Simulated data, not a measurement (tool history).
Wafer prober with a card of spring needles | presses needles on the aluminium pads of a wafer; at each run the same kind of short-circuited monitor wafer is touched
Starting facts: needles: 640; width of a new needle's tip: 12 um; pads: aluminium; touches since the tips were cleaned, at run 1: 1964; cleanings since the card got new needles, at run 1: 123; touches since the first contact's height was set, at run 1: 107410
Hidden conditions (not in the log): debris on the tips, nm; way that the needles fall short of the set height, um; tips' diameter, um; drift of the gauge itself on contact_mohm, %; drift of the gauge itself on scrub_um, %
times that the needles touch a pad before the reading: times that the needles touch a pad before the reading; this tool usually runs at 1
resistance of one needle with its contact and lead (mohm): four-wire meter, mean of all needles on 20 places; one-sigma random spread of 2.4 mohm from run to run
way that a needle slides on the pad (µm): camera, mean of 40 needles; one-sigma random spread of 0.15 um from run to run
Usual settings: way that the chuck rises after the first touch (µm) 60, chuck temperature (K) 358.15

run   hour  way that the chuck rises after the first touch (µm)  chuck temperature (K)  times that the needles touch a pad before the reading  touches since the tips were cleaned  cleanings since the card got new needles  touches since the first contact's height was set  resistance of one needle with its contact and lead (mohm)  way that a needle slides on the pad (µm)
  1      0                                                   60                 358.15                                                      1                                 1964                                       123                                            107410                                                        295                                     13.38
       2.4  -- tips cleaned on abrasive film
       8.8  -- tips cleaned on abrasive film
      15.5  -- tips cleaned on abrasive film
  2   19.4                                                   60                 358.15                                                      1                                 1753                                       126                                            116066                                                        293                                     13.24
      21.5  -- tips cleaned on abrasive film
      28.1  -- tips cleaned on abrasive film
  3   32.9                                                   60                 358.15                                                      1                                 2176                                       128                                            122141                                                        300                                     13.17
      34.4  -- tips cleaned on abrasive film
      41.1  -- tips cleaned on abrasive film
      47.3  -- tips cleaned on abrasive film
  4   50.8                                                   60                 358.15                                                      1                                 1563                                       131                                            130093                                                        293                                     12.78
      54.2  -- tips cleaned on abrasive film
      60.4  -- tips cleaned on abrasive film
  5   61.9                                                   60                 358.15                                                      1                                  685                                       133                                            135075                                                        286                                     12.93
      66.4  -- tips cleaned on abrasive film
      72.8  -- tips cleaned on abrasive film
  6   74.8                                                   60                 358.15                                                      1                                  933                                       135                                            140846                                                        286                                     12.88
      79.1  -- tips cleaned on abrasive film
        85  -- tips cleaned on abrasive film
  7     85                                                   60                 358.15                                                      1                                    0                                       137                                            145364                                                        286                                     13.12
      91.4  -- tips cleaned on abrasive film
      97.7  -- tips cleaned on abrasive film
  8   98.1                                                   60                 358.15                                                      1                                  172                                       139                                            151238                                                        281                                     12.81
     103.8  -- tips cleaned on abrasive film
     109.8  -- tips cleaned on abrasive film
  9  110.1                                                   60                 358.15                                                      1                                  119                                       141                                            156568                                                        284                                     12.87
     115.8  -- tips cleaned on abrasive film
 10  120.6                                                   60                 358.15                                                      1                                 2163                                       142                                            161299                                                        301                                     12.97
     121.7  -- tips cleaned on abrasive film
     128.1  -- tips cleaned on abrasive film
     134.2  -- tips cleaned on abrasive film
 11  137.3                                                   60                 358.15                                                      1                                 1407                                       145                                            168773                                                        295                                     12.81
     140.2  -- tips cleaned on abrasive film
     146.9  -- tips cleaned on abrasive film
     152.7  -- tips cleaned on abrasive film
 12    153                                                   60                 358.15                                                      1                                  132                                       148                                            175765                                                        289                                      12.6
     159.8  -- tips cleaned on abrasive film
 13  164.3                                                   45                 358.15                                                      1                                 2070                                       149                                            180843                                                        321                                       9.1
     166.7  -- tips cleaned on abrasive film
     172.8  -- tips cleaned on abrasive film
     178.6  -- tips cleaned on abrasive film
 14  178.6                                                   45                 358.15                                                      1                                    0                                       152                                            187211                                                        293                                      9.15
     185.1  -- tips cleaned on abrasive film
     192.1  -- tips cleaned on abrasive film
 15  195.6                                                   45                 358.15                                                      1                                 1581                                       154                                            194820                                                        318                                      8.98
     198.3  -- tips cleaned on abrasive film
     205.2  -- tips cleaned on abrasive film
 16  209.2                                                   45                 358.15                                                      1                                 1816                                       156                                            200916                                                        315                                      9.03
       212  -- tips cleaned on abrasive film
     218.6  -- tips cleaned on abrasive film
 17  223.1                                                   45                 358.15                                                      1                                 2008                                       158                                            207108                                                        326                                      8.81
     224.5  -- tips cleaned on abrasive film
     231.5  -- tips cleaned on abrasive film
     237.3  -- tips cleaned on abrasive film
 18  241.3                                                   57                 304.15                                                      1                                 1793                                       161                                            215254                                                        295                                     11.54
     243.4  -- tips cleaned on abrasive film
     249.5  -- tips cleaned on abrasive film
     256.1  -- tips cleaned on abrasive film
 19  259.7                                                   60                 304.15                                                      3                                 1644                                       164                                            223477                                                        274                                     12.38
     262.5  -- tips cleaned on abrasive film
     269.1  -- tips cleaned on abrasive film
 20  271.6                                                   60                 304.15                                                      3                                 1151                                       166                                            228783                                                        272                                     12.23
     275.9  -- tips cleaned on abrasive film
     282.4  -- tips cleaned on abrasive film
 21    286                                                   40                 304.15                                                      2                                 1618                                       168                                            235217                                                        309                                      7.34
     288.8  -- tips cleaned on abrasive film
     295.3  -- tips cleaned on abrasive film
 22  296.2                                                   56                 298.15                                                      2                                  407                                       170                                            239775                                                        271                                      11.4
       301  -- tips cleaned on abrasive film
     307.8  -- tips cleaned on abrasive film
       309  -- height of the first contact set anew
     314.1  -- tips cleaned on abrasive film
 23  314.1                                                   72                 338.15                                                      1                                   34                                       173                                              2277                                                        272                                     17.03
     320.2  -- tips cleaned on abrasive film
     327.3  -- tips cleaned on abrasive film
 24    329                                                   76                 358.15                                                      1                                  781                                       175                                              8943                                                        285                                     18.37
     333.4  -- tips cleaned on abrasive film
     339.4  -- tips cleaned on abrasive film
 25    341                                                   46                 358.15                                                      3                                  698                                       177                                             14282                                                        292                                        11
     345.2  -- tips cleaned on abrasive film
     351.3  -- tips cleaned on abrasive film
     357.2  -- tips cleaned on abrasive film
 26  358.1                                                   67                 358.15                                                      3                                  388                                       180                                             21911                                                        285                                      15.5

Here are 3 independent what-if runs from the current tool condition. What would each one return?
     363.8  -- tips cleaned on abrasive film
  A  369.2                                                   66                 306.15                                                      1                                 2430                                       181                                             26899                                                          ?                                         ?
     363.8  -- tips cleaned on abrasive film
  B  369.2                                                   77                 358.15                                                      1                                 2430                                       181                                             26899                                                          ?                                         ?
     363.8  -- tips cleaned on abrasive film
  C  369.2                                                   75                 358.15                                                      1                                 2430                                       181                                             26899                                                          ?                                         ?

run  resistance of one needle with its contact and lead (mohm)  way that a needle slides on the pad (µm)
  A                                                        285                                     15.12
  B                                                        286                                     18.04
  C                                                        292                                     17.56
Take away the tool's hidden state, keep each run's random variation, and the runs would have read:
run  resistance of one needle with its contact and lead (mohm)  way that a needle slides on the pad (µm)
  A                                                        266                                     15.33
  B                                                        274                                     18.25
  C                                                        279                                     17.76

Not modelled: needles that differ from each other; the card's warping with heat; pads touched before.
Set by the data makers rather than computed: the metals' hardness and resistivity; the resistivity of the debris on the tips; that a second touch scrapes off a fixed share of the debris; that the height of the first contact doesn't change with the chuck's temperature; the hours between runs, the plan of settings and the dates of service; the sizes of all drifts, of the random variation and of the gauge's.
